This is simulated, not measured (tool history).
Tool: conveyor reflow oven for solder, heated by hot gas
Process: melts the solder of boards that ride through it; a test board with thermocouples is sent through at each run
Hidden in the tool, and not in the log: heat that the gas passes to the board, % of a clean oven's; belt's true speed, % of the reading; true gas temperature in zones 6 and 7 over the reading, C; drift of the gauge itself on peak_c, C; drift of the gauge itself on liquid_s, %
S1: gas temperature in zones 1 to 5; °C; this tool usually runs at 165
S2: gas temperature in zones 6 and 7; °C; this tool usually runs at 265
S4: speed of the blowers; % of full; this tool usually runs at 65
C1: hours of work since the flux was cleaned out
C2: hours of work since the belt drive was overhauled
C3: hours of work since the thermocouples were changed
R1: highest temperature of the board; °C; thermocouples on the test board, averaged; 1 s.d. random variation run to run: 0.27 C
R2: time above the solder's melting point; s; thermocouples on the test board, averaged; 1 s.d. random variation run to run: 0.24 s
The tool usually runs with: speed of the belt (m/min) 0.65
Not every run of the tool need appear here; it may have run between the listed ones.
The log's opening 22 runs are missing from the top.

Run 23, hour 590: usual settings but S2 271 °C; C1 183; C2 492; C3 213. Result: R1 250.1 °C, R2 43.7 s.
Run 24, hour 620.7: usual settings but S2 271 °C; C1 205; C2 514; C3 236. Result: R1 249.8 °C, R2 43.9 s.
Run 25, hour 647.5: usual settings but S2 263 °C, speed of the belt (m/min) 0.551; C1 225; C2 534; C3 256. Result: R1 248.9 °C, R2 52 s.
Run 26, hour 682.3: usual settings but S1 163 °C, speed of the belt (m/min) 0.533, S4 55 % of full; C1 251; C2 560; C3 282. Result: R1 247.5 °C, R2 51.4 s.
Run 27, hour 702.3: usual settings but S1 163 °C, speed of the belt (m/min) 0.533, S4 55 % of full; C1 266; C2 575; C3 296. Result: R1 247.3 °C, R2 51 s.
Run 28, hour 726.1: usual settings but S1 163 °C, speed of the belt (m/min) 0.533, S4 55 % of full; C1 283; C2 592; C3 314. Result: R1 247.3 °C, R2 51.3 s.
At hour 732.6: flux residue cleaned out of gas plates and filters.
Run 29, hour 763: usual settings but S1 174 °C, S2 263 °C, speed of the belt (m/min) 0.722; C1 22; C2 616; C3 338. Result: R1 241.5 °C, R2 34.9 s.
Run 30, hour 797.6: usual settings but S1 174 °C, S2 254 °C, speed of the belt (m/min) 0.641; C1 48; C2 642; C3 363. Result: R1 238.2 °C, R2 37.9 s.
Run 31, hour 818.2: usual settings but S1 174 °C, S2 263 °C, speed of the belt (m/min) 0.557, S4 51 % of full; C1 63; C2 657; C3 379. Result: R1 244.5 °C, R2 49.6 s.

Here are 4 independent what-if runs from the current tool condition. What would each one return?
Run A, hour 836.5: usual settings but S1 174 °C, S2 272 °C, speed of the belt (m/min) 0.557, S4 51 % of full; C1 77; C2 671; C3 392. Result: R1 ?, R2 ?.
Run B, hour 836.5: usual settings but S1 174 °C, S2 262 °C, speed of the belt (m/min) 0.557, S4 51 % of full; C1 77; C2 671; C3 392. Result: R1 ?, R2 ?.
Run C, hour 836.5: usual settings but S1 176 °C, S2 271 °C, speed of the belt (m/min) 0.557, S4 83 % of full; C1 77; C2 671; C3 392. Result: R1 ?, R2 ?.
Run D, hour 836.5: usual settings but S1 164 °C, S2 263 °C, speed of the belt (m/min) 0.772, S4 51 % of full; C1 77; C2 671; C3 392. Result: R1 ?, R2 ?.

run     R1    R2
  A  252.4  55.8
  B  243.6  48.5
  C  261.2  63.9
  D  228.3  16.5
Without the tool's hidden state the same runs would have given:
run     R1    R2
  A  252.4  55.8
  B  243.6  48.5
  C  261.2  63.9
  D  228.4  16.5

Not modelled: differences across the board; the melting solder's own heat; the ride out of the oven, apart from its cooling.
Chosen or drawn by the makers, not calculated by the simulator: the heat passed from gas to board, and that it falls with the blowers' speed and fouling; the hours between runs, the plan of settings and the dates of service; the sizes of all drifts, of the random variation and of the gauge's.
